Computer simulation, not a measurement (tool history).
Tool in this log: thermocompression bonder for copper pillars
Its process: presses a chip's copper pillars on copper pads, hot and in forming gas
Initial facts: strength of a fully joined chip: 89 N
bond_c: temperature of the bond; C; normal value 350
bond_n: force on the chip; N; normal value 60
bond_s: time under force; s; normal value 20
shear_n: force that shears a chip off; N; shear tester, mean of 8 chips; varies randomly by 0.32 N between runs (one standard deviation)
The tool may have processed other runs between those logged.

run,hour,bond_c,bond_n,bond_s,shear_n
1,0.0,350,60,20,60.1
2,14.5,350,60,11,50.0
3,33.3,350,60,11,49.8
4,51.6,350,60,20,59.5
5,67.9,350,60,20,59.3
6,84.8,350,60,20,58.5
7,96.9,350,60,20,59.0
8,113.7,350,60,20,58.8
9,126.0,350,60,20,58.2
10,141.2,350,60,20,58.4
11,159.9,350,60,20,58.6
12,168.4,350,60,20,58.3
13,184.8,350,60,20,57.8
14,194.2,350,60,20,57.9
15,207.2,350,60,20,58.1
16,217.1,350,60,51,71.1
17,233.4,350,60,51,70.7
18,246.8,350,60,54,72.1
19,264.7,350,60,20,57.5
20,272.5,350,60,20,57.3
21,283.9,363,60,45,72.7
22,293.9,350,75,10,52.8
23,312.2,350,75,10,52.6
24,328.8,361,45,33,60.7
# hour 332.1: force cell calibrated
25,339.2,321,38,11,27.8
26,356.5,321,38,11,27.5
27,366.8,355,40,59,64.8
28,383.6,362,60,20,61.4
29,400.4,377,60,24,68.7
# hour 408.0: heater calibrated with a thermocouple chip
# hour 411.1: force cell calibrated, once more
30,419.2,377,60,24,69.7
31,431.4,377,60,24,69.7
32,442.1,377,49,30,67.7
# hour 448.0: forming gas filter changed
33,456.3,328,58,50,68.0
34,472.9,328,58,50,67.8
35,486.2,355,60,20,64.9
36,501.2,355,60,20,64.2
37,516.5,355,60,20,64.4
38,534.5,350,81,20,70.6
39,549.2,350,81,20,70.1

Below are 4 alternative next runs, each starting from the tool's condition after run 39. Predict each:
A,568.1,338,63,26,?
B,568.1,338,36,20,?
C,568.1,350,61,20,?
D,568.1,350,60,13,?

run,shear_n
A,62.8
B,43.3
C,62.3
D,54.7
Take away the tool's hidden state, keep each run's random variation, and the runs would have read:
run,shear_n
A,64.3
B,44.5
C,63.7
D,56.0
